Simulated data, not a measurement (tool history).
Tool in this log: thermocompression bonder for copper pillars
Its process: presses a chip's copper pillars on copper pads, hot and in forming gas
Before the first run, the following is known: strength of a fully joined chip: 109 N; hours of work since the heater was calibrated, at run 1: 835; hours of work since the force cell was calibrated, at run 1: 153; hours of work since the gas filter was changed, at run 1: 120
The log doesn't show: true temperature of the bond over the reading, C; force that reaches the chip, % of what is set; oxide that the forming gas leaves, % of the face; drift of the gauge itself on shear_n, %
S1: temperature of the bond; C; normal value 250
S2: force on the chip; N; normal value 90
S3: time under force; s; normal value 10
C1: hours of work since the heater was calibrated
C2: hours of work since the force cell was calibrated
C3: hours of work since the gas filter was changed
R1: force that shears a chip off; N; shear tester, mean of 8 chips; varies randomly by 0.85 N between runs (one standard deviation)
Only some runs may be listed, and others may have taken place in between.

run   hour   S1   S2  S3   C1   C2   C3    R1
  1    0.0  250   90  10  835  153  120  80.1
  2   10.1  250   90  10  841  159  126  77.8
  3   20.7  250   90  10  848  166  133  80.3
  4   31.8  250   90  10  855  173  140  78.9
  5   42.5  250   90  10  861  179  147  78.9
  6   48.4  259   90  10  865  183  150  81.7
  7   53.7  250   90  10  868  186  154  78.0
  8   64.7  250   90  10  875  193  160  77.9
  9   73.2  250   90  10  881  199  166  78.2
 10   82.4  250   90  10  886  204  171  79.6
 11   91.1  250  102  10  892  210  177  83.9
 12   96.7  259   85  11  895  213  180  82.6
 13  106.3  250   90   5  901  219  186  64.8
 14  117.0  244   58  16  908  226  193  61.3
 15  125.4  244   58  16  913  231  198  61.7
 16  133.7  271   90  12  918  236  203  91.8
 17  139.2  245  128  12  922  240  207  93.0
 18  145.8  245  128   6  926  244  211  82.8
 19  154.2  245  103   5  931  249  216  68.1
 20  161.8  245  103   5  936  254  221  68.8

For some of the steps in R1 from one run to the next: how much would appear even if the tool had no hidden state, given the settings, what came in and random variation, and how much remains for the hidden state plus any gauge scatter that the measured result and the result without hidden state don't share?
Run 12 -> 13: S1 259 -> 250, S2 85 -> 90, S3 11 -> 5. R1 -17.8 N: hidden state +0.8, all else -18.6.
Run 15 -> 16: S1 244 -> 271, S2 58 -> 90, S3 16 -> 12. R1 +30.1 N: hidden state -2.1, all else +32.2.
Run 17 -> 18: S3 12 -> 6. R1 -10.2 N: hidden state +0.9, all else -11.1.

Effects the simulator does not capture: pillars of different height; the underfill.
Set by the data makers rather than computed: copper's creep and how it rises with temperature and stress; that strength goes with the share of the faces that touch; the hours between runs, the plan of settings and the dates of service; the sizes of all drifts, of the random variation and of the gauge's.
